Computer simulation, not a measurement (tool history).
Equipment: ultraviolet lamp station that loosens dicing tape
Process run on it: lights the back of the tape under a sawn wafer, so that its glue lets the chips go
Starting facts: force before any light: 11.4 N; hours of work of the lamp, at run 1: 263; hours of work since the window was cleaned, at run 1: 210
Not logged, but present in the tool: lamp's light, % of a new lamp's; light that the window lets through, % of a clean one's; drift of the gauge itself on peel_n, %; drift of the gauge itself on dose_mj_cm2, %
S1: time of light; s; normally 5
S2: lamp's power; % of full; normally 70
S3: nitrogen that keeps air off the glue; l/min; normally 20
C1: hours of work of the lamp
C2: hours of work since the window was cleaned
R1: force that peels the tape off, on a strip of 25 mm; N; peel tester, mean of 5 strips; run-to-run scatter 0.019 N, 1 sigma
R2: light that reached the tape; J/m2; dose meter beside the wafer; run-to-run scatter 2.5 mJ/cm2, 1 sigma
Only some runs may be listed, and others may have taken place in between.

run	hour	S1	S2	S3	C1	C2	R1	R2
1	0.0	5	70	20	263	210	0.928	2910
2	7.5	5	70	20	266	213	0.934	2880
3	21.9	5	70	20	272	219	0.906	2870
4	33.1	5	70	20	277	224	0.932	2890
5	42.4	5	70	20	281	228	0.899	2920
6	55.8	5	70	20	287	234	0.930	2920
7	67.6	5	70	20	292	239	0.905	2910
8	75.4	5	70	20	295	242	0.946	2890
9	82.6	5	70	20	299	245	0.951	2930
10	89.9	5	97	20	302	248	0.459	4030
11	98.0	5	97	20	305	252	0.438	4030
12	111.0	5	97	20	311	258	0.420	4050
13	122.8	5	70	7	316	263	1.908	2940
14	136.5	4	64	20	322	269	1.773	2120
15	143.5	4	66	19	325	272	1.773	2200
16	156.8	4	89	31	330	277	0.686	2990
17	166.5	5	65	7	335	281	2.229	2710
18	174.3	5	65	7	338	285	2.258	2700
19	184.9	9	81	9	343	289	0.314	6110
20	193.7	10	78	9	346	293	0.269	6530

Run 21 comes next. What will it give?
21	208.5	5	82	9	353	300	?	?

R1: 1.212 N
R2: 3390 J/m2
Take away the tool's hidden state, keep the run-to-run variation as it was, and the same run would have given R1 1.207 N, R2 3390 J/m2.
